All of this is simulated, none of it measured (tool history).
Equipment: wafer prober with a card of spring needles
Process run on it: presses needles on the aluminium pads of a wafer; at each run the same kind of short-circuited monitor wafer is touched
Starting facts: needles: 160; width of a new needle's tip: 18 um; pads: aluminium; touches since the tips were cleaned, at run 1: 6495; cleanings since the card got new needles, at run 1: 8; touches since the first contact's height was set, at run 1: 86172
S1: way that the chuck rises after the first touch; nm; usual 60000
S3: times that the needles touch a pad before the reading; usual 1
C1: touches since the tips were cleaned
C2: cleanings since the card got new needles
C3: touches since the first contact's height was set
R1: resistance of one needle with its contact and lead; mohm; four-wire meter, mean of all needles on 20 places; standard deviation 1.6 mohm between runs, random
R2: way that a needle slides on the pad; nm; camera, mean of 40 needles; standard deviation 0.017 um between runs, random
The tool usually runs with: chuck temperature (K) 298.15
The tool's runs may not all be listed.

run 1 day=0 | S1=60000 chuck_temperature_(K)=298.15 S3=1 | C1=6495 C2=8 C3=86172 | R1=157 R2=9160
-- day=0.296 tips cleaned on abrasive film
run 2 day=0.392 | S1=60000 chuck_temperature_(K)=298.15 S3=1 | C1=727 C2=9 C3=89042 | R1=158 R2=9200
run 3 day=0.812 | S1=60000 chuck_temperature_(K)=298.15 S3=1 | C1=3822 C2=9 C3=92137 | R1=158 R2=9200
run 4 day=1.129 | S1=60000 chuck_temperature_(K)=372.15 S3=1 | C1=6162 C2=9 C3=94477 | R1=169 R2=9190
run 5 day=1.358 | S1=74000 chuck_temperature_(K)=298.15 S3=1 | C1=7853 C2=9 C3=96168 | R1=155 R2=11390
-- day=1.458 tips cleaned on abrasive film
run 6 day=1.583 | S1=74000 chuck_temperature_(K)=298.15 S3=1 | C1=920 C2=10 C3=97813 | R1=156 R2=11330
run 7 day=1.867 | S1=60000 chuck_temperature_(K)=334.15 S3=1 | C1=3001 C2=10 C3=99894 | R1=166 R2=9200
run 8 day=2.154 | S1=60000 chuck_temperature_(K)=334.15 S3=1 | C1=5133 C2=10 C3=102026 | R1=164 R2=9230
run 9 day=2.45 | S1=57000 chuck_temperature_(K)=298.15 S3=1 | C1=7326 C2=10 C3=104219 | R1=158 R2=8780
-- day=2.642 tips cleaned on abrasive film
run 10 day=2.704 | S1=57000 chuck_temperature_(K)=298.15 S3=1 | C1=463 C2=11 C3=106060 | R1=157 R2=8770
run 11 day=3.125 | S1=57000 chuck_temperature_(K)=298.15 S3=1 | C1=3573 C2=11 C3=109170 | R1=159 R2=8790
run 12 day=3.496 | S1=60000 chuck_temperature_(K)=397.15 S3=1 | C1=6313 C2=11 C3=111910 | R1=178 R2=9280
-- day=3.821 tips cleaned on abrasive film
run 13 day=3.871 | S1=60000 chuck_temperature_(K)=397.15 S3=1 | C1=367 C2=12 C3=114636 | R1=176 R2=9310
run 14 day=4.125 | S1=60000 chuck_temperature_(K)=298.15 S3=2 | C1=2255 C2=12 C3=116524 | R1=156 R2=9290
run 15 day=4.371 | S1=60000 chuck_temperature_(K)=364.15 S3=1 | C1=4070 C2=12 C3=118339 | R1=170 R2=9290
run 16 day=4.717 | S1=60000 chuck_temperature_(K)=364.15 S3=1 | C1=6634 C2=12 C3=120903 | R1=168 R2=9320
-- day=5 tips cleaned on abrasive film
run 17 day=5.092 | S1=60000 chuck_temperature_(K)=298.15 S3=1 | C1=665 C2=13 C3=123617 | R1=159 R2=9320
run 18 day=5.55 | S1=60000 chuck_temperature_(K)=335.15 S3=1 | C1=4079 C2=13 C3=127031 | R1=162 R2=9350
run 19 day=5.929 | S1=60000 chuck_temperature_(K)=335.15 S3=1 | C1=6871 C2=13 C3=129823 | R1=166 R2=9330
-- day=6.2 tips cleaned on abrasive film
run 20 day=6.229 | S1=56000 chuck_temperature_(K)=308.15 S3=1 | C1=209 C2=14 C3=132014 | R1=162 R2=8740
run 21 day=6.671 | S1=56000 chuck_temperature_(K)=308.15 S3=1 | C1=3478 C2=14 C3=135283 | R1=162 R2=8750
run 22 day=6.942 | S1=70000 chuck_temperature_(K)=298.15 S3=2 | C1=5476 C2=14 C3=137281 | R1=156 R2=10930
run 23 day=7.262 | S1=69000 chuck_temperature_(K)=298.15 S3=1 | C1=7840 C2=14 C3=139645 | R1=163 R2=10810
-- day=7.379 tips cleaned on abrasive film
-- day=7.412 gauge calibrated
run 24 day=7.729 | S1=60000 chuck_temperature_(K)=313.15 S3=2 | C1=2591 C2=15 C3=143057 | R1=161 R2=9210
run 25 day=7.946 | S1=60000 chuck_temperature_(K)=313.15 S3=2 | C1=4195 C2=15 C3=144661 | R1=159 R2=9220
run 26 day=8.271 | S1=68000 chuck_temperature_(K)=317.15 S3=3 | C1=6580 C2=15 C3=147046 | R1=160 R2=10440
run 27 day=8.525 | S1=68000 chuck_temperature_(K)=317.15 S3=3 | C1=8476 C2=15 C3=148942 | R1=158 R2=10460
-- day=8.562 tips cleaned on abrasive film
run 28 day=8.962 | S1=68000 chuck_temperature_(K)=317.15 S3=3 | C1=2961 C2=16 C3=152136 | R1=159 R2=10410
run 29 day=9.217 | S1=49000 chuck_temperature_(K)=317.15 S3=2 | C1=4854 C2=16 C3=154029 | R1=164 R2=7530
run 30 day=9.438 | S1=66000 chuck_temperature_(K)=309.15 S3=3 | C1=6483 C2=16 C3=155658 | R1=160 R2=10160
-- day=9.729 tips cleaned on abrasive film
run 31 day=9.804 | S1=60000 chuck_temperature_(K)=350.15 S3=2 | C1=552 C2=17 C3=158315 | R1=167 R2=9220
run 32 day=10.012 | S1=60000 chuck_temperature_(K)=298.15 S3=1 | C1=2089 C2=17 C3=159852 | R1=156 R2=9230
run 33 day=10.433 | S1=60000 chuck_temperature_(K)=298.15 S3=1 | C1=5202 C2=17 C3=162965 | R1=156 R2=9240
run 34 day=10.854 | S1=66000 chuck_temperature_(K)=369.15 S3=1 | C1=8328 C2=17 C3=166091 | R1=170 R2=10220
-- day=10.921 tips cleaned on abrasive film
run 35 day=11.183 | S1=67000 chuck_temperature_(K)=328.15 S3=1 | C1=1958 C2=18 C3=168492 | R1=160 R2=10400

Here are 4 independent what-if runs from the current tool condition. What would each one return?
run A day=11.45 | S1=75000 chuck_temperature_(K)=302.15 S3=1 | C1=3923 C2=18 C3=170457 | R1=? R2=?
run B day=11.45 | S1=55000 chuck_temperature_(K)=324.15 S3=2 | C1=3923 C2=18 C3=170457 | R1=? R2=?
run C day=11.45 | S1=60000 chuck_temperature_(K)=308.15 S3=1 | C1=3923 C2=18 C3=170457 | R1=? R2=?
run D day=11.45 | S1=68000 chuck_temperature_(K)=377.15 S3=3 | C1=3923 C2=18 C3=170457 | R1=? R2=?

run=A R1=154 R2=11610
run=B R1=162 R2=8510
run=C R1=160 R2=9290
run=D R1=172 R2=10530
Had the tool no hidden state, the same runs would have come out as:
run=A R1=154 R2=11460
run=B R1=162 R2=8400
run=C R1=160 R2=9170
run=D R1=172 R2=10390

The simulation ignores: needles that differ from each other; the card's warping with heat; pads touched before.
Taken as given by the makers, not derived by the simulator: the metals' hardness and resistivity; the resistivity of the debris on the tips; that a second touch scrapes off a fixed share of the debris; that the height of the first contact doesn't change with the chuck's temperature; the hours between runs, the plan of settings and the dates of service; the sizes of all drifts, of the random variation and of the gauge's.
